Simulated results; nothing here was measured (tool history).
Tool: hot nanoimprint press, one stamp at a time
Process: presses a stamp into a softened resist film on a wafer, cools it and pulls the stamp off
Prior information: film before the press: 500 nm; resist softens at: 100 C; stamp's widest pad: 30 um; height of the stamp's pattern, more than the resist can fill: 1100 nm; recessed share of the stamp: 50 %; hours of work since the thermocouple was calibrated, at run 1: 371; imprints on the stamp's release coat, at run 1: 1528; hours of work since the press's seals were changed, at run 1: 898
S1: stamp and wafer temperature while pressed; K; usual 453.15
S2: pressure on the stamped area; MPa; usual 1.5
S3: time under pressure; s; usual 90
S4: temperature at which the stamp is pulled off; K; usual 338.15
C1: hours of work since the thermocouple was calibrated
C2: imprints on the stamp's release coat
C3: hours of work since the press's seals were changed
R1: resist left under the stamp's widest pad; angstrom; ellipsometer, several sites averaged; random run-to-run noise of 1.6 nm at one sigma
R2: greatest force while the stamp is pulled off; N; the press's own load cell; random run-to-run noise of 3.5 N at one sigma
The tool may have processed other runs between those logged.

{"run": 1, "hour": 0.0, "S1": 453.15, "S2": 1.5, "S3": 90, "S4": 338.15, "C1": 371, "C2": 1528, "C3": 898, "R1": 2784, "R2": 238}
{"run": 2, "hour": 39.6, "S1": 453.15, "S2": 1.5, "S3": 102, "S4": 338.15, "C1": 389, "C2": 1612, "C3": 917, "R1": 2660, "R2": 236}
{"hour": 80.0, "done": "stamp cleaned and given a new release coat"}
{"run": 3, "hour": 97.7, "S1": 453.15, "S2": 1.5, "S3": 102, "S4": 338.15, "C1": 414, "C2": 37, "C3": 941, "R1": 2693, "R2": 177}
{"run": 4, "hour": 157.2, "S1": 453.15, "S2": 1.5, "S3": 102, "S4": 338.15, "C1": 442, "C2": 164, "C3": 969, "R1": 2734, "R2": 180}
{"hour": 198.3, "done": "plate thermocouple calibrated"}
{"run": 5, "hour": 215.7, "S1": 453.15, "S2": 1.5, "S3": 90, "S4": 346.15, "C1": 8, "C2": 282, "C3": 995, "R1": 2611, "R2": 141}
{"run": 6, "hour": 258.1, "S1": 453.15, "S2": 1.5, "S3": 90, "S4": 331.15, "C1": 28, "C2": 373, "C3": 1014, "R1": 2585, "R2": 217}
{"run": 7, "hour": 310.5, "S1": 453.15, "S2": 1.5, "S3": 90, "S4": 331.15, "C1": 52, "C2": 485, "C3": 1039, "R1": 2615, "R2": 211}
{"run": 8, "hour": 342.4, "S1": 453.15, "S2": 1.5, "S3": 90, "S4": 331.15, "C1": 67, "C2": 553, "C3": 1054, "R1": 2621, "R2": 223}
{"run": 9, "hour": 374.2, "S1": 453.15, "S2": 1.5, "S3": 90, "S4": 331.15, "C1": 82, "C2": 620, "C3": 1069, "R1": 2631, "R2": 228}
{"run": 10, "hour": 418.4, "S1": 453.15, "S2": 1.5, "S3": 90, "S4": 331.15, "C1": 103, "C2": 714, "C3": 1089, "R1": 2647, "R2": 226}
{"run": 11, "hour": 462.9, "S1": 448.15, "S2": 1.5, "S3": 90, "S4": 338.15, "C1": 123, "C2": 809, "C3": 1110, "R1": 3217, "R2": 195}
{"run": 12, "hour": 498.8, "S1": 448.15, "S2": 1.5, "S3": 90, "S4": 338.15, "C1": 140, "C2": 886, "C3": 1127, "R1": 3249, "R2": 203}
{"run": 13, "hour": 552.2, "S1": 453.15, "S2": 1.5, "S3": 90, "S4": 338.15, "C1": 165, "C2": 1000, "C3": 1152, "R1": 2701, "R2": 212}
{"run": 14, "hour": 587.7, "S1": 453.15, "S2": 1.84, "S3": 90, "S4": 338.15, "C1": 181, "C2": 1076, "C3": 1168, "R1": 2491, "R2": 219}
{"run": 15, "hour": 630.6, "S1": 453.15, "S2": 1.5, "S3": 90, "S4": 338.15, "C1": 201, "C2": 1167, "C3": 1188, "R1": 2678, "R2": 221}
{"run": 16, "hour": 661.8, "S1": 449.15, "S2": 2.01, "S3": 65, "S4": 338.15, "C1": 216, "C2": 1233, "C3": 1203, "R1": 3163, "R2": 225}
{"run": 17, "hour": 705.7, "S1": 453.15, "S2": 1.78, "S3": 90, "S4": 338.15, "C1": 236, "C2": 1327, "C3": 1223, "R1": 2571, "R2": 225}
{"run": 18, "hour": 746.5, "S1": 453.15, "S2": 1.78, "S3": 90, "S4": 338.15, "C1": 255, "C2": 1414, "C3": 1242, "R1": 2568, "R2": 224}
{"run": 19, "hour": 795.7, "S1": 453.15, "S2": 1.11, "S3": 90, "S4": 325.15, "C1": 278, "C2": 1519, "C3": 1265, "R1": 3063, "R2": 308}
{"run": 20, "hour": 849.8, "S1": 453.15, "S2": 1.11, "S3": 90, "S4": 325.15, "C1": 304, "C2": 1634, "C3": 1290, "R1": 3055, "R2": 315}
{"hour": 876.3, "done": "stamp cleaned and given a new release coat"}
{"run": 21, "hour": 884.4, "S1": 453.15, "S2": 1.11, "S3": 90, "S4": 325.15, "C1": 317, "C2": 17, "C3": 1304, "R1": 3022, "R2": 231}
{"run": 22, "hour": 938.7, "S1": 453.15, "S2": 1.11, "S3": 90, "S4": 325.15, "C1": 342, "C2": 133, "C3": 1329, "R1": 3047, "R2": 233}
{"run": 23, "hour": 990.8, "S1": 453.15, "S2": 1.11, "S3": 90, "S4": 325.15, "C1": 367, "C2": 244, "C3": 1353, "R1": 3080, "R2": 249}
{"run": 24, "hour": 1020.2, "S1": 453.15, "S2": 1.46, "S3": 64, "S4": 342.15, "C1": 380, "C2": 307, "C3": 1367, "R1": 3159, "R2": 169}
{"hour": 1043.2, "done": "press's hydraulic seals changed and the load cell set to zero"}
{"run": 25, "hour": 1071.6, "S1": 453.15, "S2": 1.56, "S3": 64, "S4": 334.15, "C1": 400, "C2": 399, "C3": 13, "R1": 2941, "R2": 217}
{"run": 26, "hour": 1097.1, "S1": 453.15, "S2": 1.5, "S3": 47, "S4": 345.15, "C1": 412, "C2": 454, "C3": 25, "R1": 3290, "R2": 165}
{"run": 27, "hour": 1131.1, "S1": 453.15, "S2": 1.5, "S3": 47, "S4": 345.15, "C1": 428, "C2": 526, "C3": 41, "R1": 3317, "R2": 168}
{"hour": 1197.8, "done": "plate thermocouple calibrated"}
{"run": 28, "hour": 1197.8, "S1": 453.15, "S2": 1.5, "S3": 47, "S4": 345.15, "C1": 0, "C2": 662, "C3": 71, "R1": 3102, "R2": 157}
{"run": 29, "hour": 1250.7, "S1": 453.15, "S2": 1.5, "S3": 47, "S4": 345.15, "C1": 25, "C2": 775, "C3": 95, "R1": 3115, "R2": 167}

What differs in the tool's unlogged condition from the final listed run ahead of each entry between runs to the first listed run following it?
From run 2 to run 3: stamp cleaned and given a new release coat (hour 80)
  true temperature over the reading, C: -1.78 -> -1.86; pressure that arrives at the usual setting, %: 93.13 -> 92.95; grip of the stamp's worn release coat, % over a new coat's: 38.5 -> 0.8
  measured result minus the result with no hidden state, R1: +266 -> +282 angstrom; R2: +73 -> +9 N
From run 4 to run 5: plate thermocouple calibrated (hour 198.3)
  true temperature over the reading, C: -1.95 -> 0.06; pressure that arrives at the usual setting, %: 92.75 -> 92.56; grip of the stamp's worn release coat, % over a new coat's: 3.8 -> 6.5
  measured result minus the result with no hidden state, R1: +297 -> +74 angstrom; R2: +15 -> +8 N
From run 20 to run 21: stamp cleaned and given a new release coat (hour 876.3)
  true temperature over the reading, C: -1.01 -> -1.07; pressure that arrives at the usual setting, %: 90.47 -> 90.37; grip of the stamp's worn release coat, % over a new coat's: 39.1 -> 0.4
  measured result minus the result with no hidden state, R1: +193 -> +197 angstrom; R2: +94 -> +5 N
From run 24 to run 25: press's hydraulic seals changed and the load cell set to zero (hour 1043.2)
  true temperature over the reading, C: -1.3 -> -1.37; pressure that arrives at the usual setting, %: 89.95 -> 100.51; grip of the stamp's worn release coat, % over a new coat's: 7.1 -> 9.2
  measured result minus the result with no hidden state, R1: +257 -> +148 angstrom; R2: +17 -> +24 N
From run 27 to run 28: plate thermocouple calibrated (hour 1197.8)
  true temperature over the reading, C: -1.47 -> 0.12; pressure that arrives at the usual setting, %: 100.31 -> 100.11; grip of the stamp's worn release coat, % over a new coat's: 12.2 -> 15.4
  measured result minus the result with no hidden state, R1: +161 -> -15 angstrom; R2: +24 -> +20 N
